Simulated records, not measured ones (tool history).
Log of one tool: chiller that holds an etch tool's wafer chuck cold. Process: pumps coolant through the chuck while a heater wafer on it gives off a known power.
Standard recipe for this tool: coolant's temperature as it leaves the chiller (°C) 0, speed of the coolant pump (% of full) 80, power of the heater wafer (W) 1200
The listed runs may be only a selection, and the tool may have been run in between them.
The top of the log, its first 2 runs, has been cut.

| run | day | coolant's temperature as it leaves the chiller (°C) | speed of the coolant pump (% of full) | power of the heater wafer (W) | hours since the coolant was changed and the channels were flushed | hours since the pump was overhauled | hours since the chiller's thermometer was calibrated | chuck's temperature once it has settled (°C) | how much warmer the coolant comes back (C) |
|---|---|---|---|---|---|---|---|---|---|
| 3 | 1.871 | 0 | 98 | 1200 | 212 | 1100 | 3472 | 10.1 | 4.51 |
| 4 | 3.171 | 0 | 80 | 1200 | 243 | 1131 | 3504 | 12.0 | 5.50 |
| 5 | 4.279 | -6 | 80 | 1200 | 270 | 1158 | 3530 | 6.2 | 5.46 |
| 6 | 5.267 | 0 | 80 | 1200 | 293 | 1181 | 3554 | 12.1 | 5.49 |
| 7 | 6.158 | 0 | 80 | 1200 | 315 | 1203 | 3575 | 12.2 | 5.49 |
| 8 | 7.296 | 0 | 80 | 1200 | 342 | 1230 | 3603 | 12.0 | 5.50 |
| 9 | 7.912 | 0 | 80 | 1200 | 357 | 1245 | 3617 | 12.0 | 5.50 |
| 10 | 9.250 | 0 | 80 | 1200 | 389 | 1277 | 3649 | 12.0 | 5.46 |
| 11 | 9.942 | 0 | 80 | 1770 | 405 | 1294 | 3666 | 18.1 | 8.11 |
| 12 | 11.375 | 0 | 80 | 1770 | 440 | 1328 | 3700 | 18.1 | 8.08 |
|  | 11.542 | chiller's thermometer calibrated |
| 13 | 12.779 | 0 | 80 | 1009 | 473 | 1361 | 30 | 9.8 | 4.62 |
| 14 | 13.850 | -2 | 80 | 1009 | 498 | 1386 | 55 | 7.8 | 4.66 |
|  | 14.350 | chiller's thermometer calibrated, once more |
| 15 | 15.212 | -2 | 80 | 1009 | 530 | 1418 | 21 | 8.7 | 4.59 |
| 16 | 16.138 | -5 | 80 | 1200 | 552 | 1440 | 43 | 7.6 | 5.56 |
| 17 | 16.808 | -5 | 80 | 1200 | 568 | 1456 | 59 | 7.5 | 5.55 |
| 18 | 17.667 | -2 | 96 | 1696 | 589 | 1477 | 80 | 13.0 | 6.48 |
| 19 | 18.950 | 0 | 78 | 780 | 620 | 1508 | 110 | 8.4 | 3.69 |

Expected results for the next run?
| 20 | 20.117 | 3 | 74 | 1192 | 648 | 1536 | 138 | ? | ? |

chuck's temperature once it has settled (°C): 16.3
how much warmer the coolant comes back (C): 5.86
Take away the tool's hidden state, keep the run-to-run variation as it was, and the same run would have given chuck's temperature once it has settled (°C) 16.0, how much warmer the coolant comes back (C) 5.80.

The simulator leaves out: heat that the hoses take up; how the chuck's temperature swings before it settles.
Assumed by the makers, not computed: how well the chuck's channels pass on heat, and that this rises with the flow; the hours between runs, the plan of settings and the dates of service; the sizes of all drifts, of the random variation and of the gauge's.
